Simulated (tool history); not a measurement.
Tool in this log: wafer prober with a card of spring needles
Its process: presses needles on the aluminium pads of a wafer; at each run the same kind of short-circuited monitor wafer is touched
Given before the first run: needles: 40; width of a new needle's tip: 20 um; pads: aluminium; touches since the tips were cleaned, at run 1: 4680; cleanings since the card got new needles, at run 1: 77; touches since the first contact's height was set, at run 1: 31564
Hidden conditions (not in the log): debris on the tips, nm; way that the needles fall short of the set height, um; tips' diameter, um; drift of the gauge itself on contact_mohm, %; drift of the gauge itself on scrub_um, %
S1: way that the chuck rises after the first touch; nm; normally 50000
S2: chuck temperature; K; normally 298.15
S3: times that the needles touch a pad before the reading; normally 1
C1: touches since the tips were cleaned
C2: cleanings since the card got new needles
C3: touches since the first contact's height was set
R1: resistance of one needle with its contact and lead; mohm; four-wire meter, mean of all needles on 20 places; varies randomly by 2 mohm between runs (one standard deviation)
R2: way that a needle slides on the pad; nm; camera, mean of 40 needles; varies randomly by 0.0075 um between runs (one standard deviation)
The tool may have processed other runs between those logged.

run	day	S1	S2	S3	C1	C2	C3	R1	R2
1	0	50000	298.15	1	4680	77	31564	219	8812
# day 0.05: tips cleaned on abrasive film
# day 0.562: tips cleaned on abrasive film
2	0.804	50000	298.15	1	2697	79	40418	222	8799
# day 1.021: tips cleaned on abrasive film
# day 1.471: tips cleaned on abrasive film
3	1.517	50000	298.15	1	523	81	48298	218	8789
# day 1.921: tips cleaned on abrasive film
4	2.021	50000	313.15	1	1128	82	53856	226	8810
# day 2.4: tips cleaned on abrasive film
# day 2.871: tips cleaned on abrasive film
5	2.921	50000	298.15	3	583	84	63794	219	8788
# day 3.383: tips cleaned on abrasive film
6	3.817	30000	298.15	3	4838	85	73742	240	5273
# day 3.867: tips cleaned on abrasive film
# day 3.958: height of the first contact set anew
# day 4.346: tips cleaned on abrasive film
7	4.646	50000	298.15	1	3319	87	7588	221	8782
# day 4.788: tips cleaned on abrasive film
# day 5.312: tips cleaned on abrasive film
8	5.429	50000	298.15	1	1296	89	16250	222	8773
# day 5.771: tips cleaned on abrasive film
9	5.888	50000	298.15	1	1310	90	21306	221	8776
# day 6.275: tips cleaned on abrasive film
10	6.492	50000	298.15	1	2416	91	27982	219	8770
# day 6.792: tips cleaned on abrasive film
11	7.167	44000	320.15	2	4200	92	35467	227	7729
# day 7.292: tips cleaned on abrasive film
# day 7.775: tips cleaned on abrasive film
12	8.146	44000	320.15	2	4143	94	46282	234	7710
# day 8.233: tips cleaned on abrasive film
# day 8.7: tips cleaned on abrasive film
13	8.925	44000	320.15	2	2521	96	54877	231	7724
# day 9.192: tips cleaned on abrasive film
14	9.546	35000	338.15	2	3954	97	61741	241	6134
# day 9.667: tips cleaned on abrasive film
# day 10.179: tips cleaned on abrasive film
15	10.525	35000	338.15	2	3860	99	72560	241	6135
# day 10.7: tips cleaned on abrasive film
# day 10.788: height of the first contact set anew
# day 11.158: tips cleaned on abrasive film
16	11.4	32000	298.15	2	2719	101	6784	235	5595

The next listed run, before its measurement:
# day 11.658: tips cleaned on abrasive film
# day 12.142: tips cleaned on abrasive film
17	12.329	50000	306.15	2	2077	103	17046	?	?

{"run 17": {"R1": 225, "R2": 8754}}
The same run, on a tool lacking any hidden state, would have yielded R1 224 mohm, R2 8810 nm.
